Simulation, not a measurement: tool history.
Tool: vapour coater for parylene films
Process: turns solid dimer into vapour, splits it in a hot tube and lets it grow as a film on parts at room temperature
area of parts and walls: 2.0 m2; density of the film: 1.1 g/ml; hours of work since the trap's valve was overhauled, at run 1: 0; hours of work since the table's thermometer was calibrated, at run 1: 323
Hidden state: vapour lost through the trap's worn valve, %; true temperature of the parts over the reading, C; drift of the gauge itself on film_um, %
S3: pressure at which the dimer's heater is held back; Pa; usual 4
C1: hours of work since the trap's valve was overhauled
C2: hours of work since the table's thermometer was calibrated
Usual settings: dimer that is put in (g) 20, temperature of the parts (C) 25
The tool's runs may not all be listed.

Run 1, hour 0: usual settings; C1 0; C2 323. Result: thickness of the film (um) 7.04.
Run 2, hour 36.1: usual settings but dimer that is put in (g) 16; C1 29; C2 353. Result: thickness of the film (um) 5.55.
Run 3, hour 54.8: usual settings but dimer that is put in (g) 16; C1 45; C2 368. Result: thickness of the film (um) 5.53.
Run 4, hour 88.9: usual settings but dimer that is put in (g) 16; C1 72; C2 395. Result: thickness of the film (um) 5.44.
Run 5, hour 121.1: usual settings but dimer that is put in (g) 16; C1 99; C2 422. Result: thickness of the film (um) 5.24.
Run 6, hour 157.1: usual settings but dimer that is put in (g) 16; C1 128; C2 451. Result: thickness of the film (um) 5.15.
Run 7, hour 197.8: usual settings; C1 161; C2 484. Result: thickness of the film (um) 6.23.
Run 8, hour 238: usual settings; C1 194; C2 517. Result: thickness of the film (um) 6.15.
At hour 261.7: trap's valve overhauled.
Run 9, hour 277.8: usual settings; C1 13; C2 546. Result: thickness of the film (um) 7.05.
Run 10, hour 297.3: usual settings; C1 29; C2 562. Result: thickness of the film (um) 6.97.
Run 11, hour 326: usual settings but S3 4.29 Pa; C1 52; C2 585. Result: thickness of the film (um) 6.61.
Run 12, hour 359.2: usual settings but S3 4.29 Pa; C1 79; C2 612. Result: thickness of the film (um) 6.67.
Run 13, hour 388.2: usual settings but dimer that is put in (g) 17, S3 5.05 Pa; C1 103; C2 636. Result: thickness of the film (um) 5.37.
Run 14, hour 422.6: usual settings but dimer that is put in (g) 9, S3 2.27 Pa; C1 131; C2 664. Result: thickness of the film (um) 3.1.
Run 15, hour 442.4: usual settings but dimer that is put in (g) 9, S3 2.27 Pa; C1 147; C2 680. Result: thickness of the film (um) 3.09.
Run 16, hour 473.2: usual settings but dimer that is put in (g) 9, S3 2.27 Pa; C1 172; C2 705. Result: thickness of the film (um) 3.03.
Run 17, hour 492.1: usual settings but dimer that is put in (g) 8, temperature of the parts (C) 19, S3 9.78 Pa; C1 187; C2 720. Result: thickness of the film (um) 2.41.

The next listed run, before its measurement:
At hour 522.8: trap's valve overhauled.
Run 18, hour 522.8: usual settings but dimer that is put in (g) 8, temperature of the parts (C) 19, S3 9.78 Pa; C1 0; C2 742. Result: thickness of the film (um) ?.

Run 18 gave thickness of the film (um) 2.87.
Without the tool's hidden state the same run would have given thickness of the film (um) 2.9.
